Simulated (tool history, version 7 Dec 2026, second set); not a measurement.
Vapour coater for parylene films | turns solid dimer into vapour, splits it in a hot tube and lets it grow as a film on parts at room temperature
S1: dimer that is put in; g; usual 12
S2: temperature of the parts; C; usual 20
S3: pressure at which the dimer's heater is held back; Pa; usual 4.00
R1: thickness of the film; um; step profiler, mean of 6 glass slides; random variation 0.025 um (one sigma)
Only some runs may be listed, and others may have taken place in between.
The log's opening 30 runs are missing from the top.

run    hour  S1  S2     S3    R1
 31   799.8  12  20  11.71  1.51
 32   817.1  12  13  11.06  1.67
 33   837.6  12  13  11.06  1.62
 34   862.3  12  13  11.06  1.66
 35   900.8   9  20  10.33  1.11
 36   927.5   9  20   2.21  1.34
 37   962.2  20  20   2.69  2.92
 38   990.0  12  22   7.47  1.48
 39  1023.8  12  22   7.47  1.47
 40  1051.4  11  20   4.27  1.53
 41  1074.3  12  20  10.51  1.45
 42  1091.6   8  16   4.69  1.14
 43  1130.6   8  16   4.69  1.13
 44  1158.0   8  16   4.69  1.11
 45  1191.5   8  16   4.69  1.13
 46  1223.1   8  30   2.01  0.99
 47  1241.5   6  23   4.38  0.78

Here are 4 independent what-if runs from the current tool condition. What would each one return?
  A  1260.5   9  20  4.00   ?
  B  1260.5   8  20  2.98   ?
  C  1260.5  14  23  4.38   ?
  D  1260.5  18  27  2.06   ?

run    R1
  A  1.23
  B  1.10
  C  1.78
  D  2.34
With no hidden state in the tool, these same runs would have given:
run    R1
  A  1.39
  B  1.25
  C  2.03
  D  2.66
